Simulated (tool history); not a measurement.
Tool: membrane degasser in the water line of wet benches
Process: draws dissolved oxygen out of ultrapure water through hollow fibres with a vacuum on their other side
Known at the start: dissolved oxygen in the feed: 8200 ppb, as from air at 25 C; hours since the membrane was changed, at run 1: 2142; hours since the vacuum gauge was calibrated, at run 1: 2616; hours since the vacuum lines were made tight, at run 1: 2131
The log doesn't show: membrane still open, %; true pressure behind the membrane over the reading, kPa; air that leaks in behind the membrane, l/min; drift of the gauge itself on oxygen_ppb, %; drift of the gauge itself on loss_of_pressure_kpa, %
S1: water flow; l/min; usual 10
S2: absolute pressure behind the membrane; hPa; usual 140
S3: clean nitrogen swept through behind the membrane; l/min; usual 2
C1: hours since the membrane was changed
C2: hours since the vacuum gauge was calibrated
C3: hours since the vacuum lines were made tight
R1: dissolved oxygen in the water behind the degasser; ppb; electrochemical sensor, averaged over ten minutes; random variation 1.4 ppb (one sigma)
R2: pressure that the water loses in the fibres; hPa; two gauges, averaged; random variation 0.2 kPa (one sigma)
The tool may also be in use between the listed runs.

Run 1, day 0: usual settings; C1 2142; C2 2616; C3 2131. Result: R1 149.7 ppb, R2 476.7 hPa.
Run 2, day 2.538: usual settings; C1 2203; C2 2677; C3 2192. Result: R1 149.3 ppb, R2 474.9 hPa.
Run 3, day 5.475: usual settings; C1 2273; C2 2748; C3 2262. Result: R1 148.8 ppb, R2 479.2 hPa.
Run 4, day 7.925: usual settings; C1 2332; C2 2807; C3 2321. Result: R1 149.5 ppb, R2 479.7 hPa.
Run 5, day 11.95: usual settings; C1 2429; C2 2903; C3 2417. Result: R1 151.5 ppb, R2 477.2 hPa.
Run 6, day 15.246: usual settings; C1 2508; C2 2982; C3 2497. Result: R1 150.7 ppb, R2 480.7 hPa.
Run 7, day 18.592: usual settings but S1 7 l/min; C1 2588; C2 3063; C3 2577. Result: R1 101.4 ppb, R2 335.8 hPa.
Run 8, day 21.733: usual settings but S1 7 l/min; C1 2663; C2 3138; C3 2652. Result: R1 100.6 ppb, R2 332.6 hPa.
Run 9, day 24.604: usual settings but S1 7 l/min, S2 214 hPa; C1 2732; C2 3207; C3 2721. Result: R1 163.8 ppb, R2 332.7 hPa.
Run 10, day 28.1: usual settings; C1 2816; C2 3291; C3 2805. Result: R1 148 ppb, R2 477.2 hPa.
At day 28.396: vacuum gauge calibrated.
Run 11, day 31.821: usual settings; C1 2905; C2 82; C3 2894. Result: R1 148.6 ppb, R2 483.4 hPa.
Run 12, day 33.929: usual settings; C1 2956; C2 133; C3 2944. Result: R1 149.3 ppb, R2 483.3 hPa.
Run 13, day 37.054: usual settings but S2 94 hPa, S3 5.85 l/min; C1 3031; C2 208; C3 3019. Result: R1 42 ppb, R2 478.5 hPa.
Run 14, day 40.088: usual settings but S1 6 l/min; C1 3103; C2 281; C3 3092. Result: R1 84.6 ppb, R2 289 hPa.
Run 15, day 44.158: usual settings but S1 7 l/min, S2 108 hPa, S3 0.92 l/min; C1 3201; C2 378; C3 3190. Result: R1 151.3 ppb, R2 341.1 hPa.
Run 16, day 48.188: usual settings but S2 252 hPa, S3 2.08 l/min; C1 3298; C2 475; C3 3287. Result: R1 275.9 ppb, R2 484.4 hPa.
Run 17, day 51.938: usual settings but S1 6 l/min, S2 133 hPa, S3 3.76 l/min; C1 3388; C2 565; C3 3377. Result: R1 44 ppb, R2 296 hPa.
Run 18, day 54.658: usual settings but S1 11 l/min, S2 337 hPa, S3 0.85 l/min; C1 3453; C2 630; C3 3442. Result: R1 869.1 ppb, R2 529.7 hPa.
Run 19, day 59.083: usual settings but S1 11 l/min, S2 104 hPa, S3 1.15 l/min; C1 3559; C2 736; C3 3548. Result: R1 189.7 ppb, R2 533.8 hPa.
Run 20, day 61.333: usual settings but S1 13 l/min, S2 85 hPa; C1 3613; C2 790; C3 3602. Result: R1 130.9 ppb, R2 634.2 hPa.
Run 21, day 64.933: usual settings but S1 9 l/min, S2 85 hPa, S3 1.44 l/min; C1 3700; C2 877; C3 3689. Result: R1 92.9 ppb, R2 440.4 hPa.
Run 22, day 67.738: usual settings but S1 15 l/min, S2 276 hPa, S3 3.69 l/min; C1 3767; C2 944; C3 3756. Result: R1 319.2 ppb, R2 728.2 hPa.
Run 23, day 72.604: usual settings but S1 15 l/min, S2 276 hPa, S3 3.69 l/min; C1 3884; C2 1061; C3 3873. Result: R1 312.8 ppb, R2 731.9 hPa.
Run 24, day 75.042: usual settings but S1 12 l/min, S2 344 hPa, S3 0.99 l/min; C1 3942; C2 1119; C3 3931. Result: R1 857.6 ppb, R2 580.7 hPa.

The same runs without the tool's hidden state, with the same run-to-run variation:
run     R1     R2
  1  142.3  462.6
  2  141.7  460.5
  3    141  464.3
  4  141.5  464.4
  5  143.1  461.5
  6  142.1  464.5
  7     95  324.1
  8   94.1  320.6
  9  154.1  320.5
 10  138.7  459.2
 11  140.5  464.6
 12  140.9  464.3
 13   37.4  459.1
 14   78.7  277.1
 15  142.6  326.8
 16  261.7  463.3
 17   40.4  282.9
 18  838.6  505.4
 19  177.5  508.8
 20  117.3  604.1
 21   85.5    419
 22  295.8    692
 23  289.1  694.4
 24  823.3  550.4

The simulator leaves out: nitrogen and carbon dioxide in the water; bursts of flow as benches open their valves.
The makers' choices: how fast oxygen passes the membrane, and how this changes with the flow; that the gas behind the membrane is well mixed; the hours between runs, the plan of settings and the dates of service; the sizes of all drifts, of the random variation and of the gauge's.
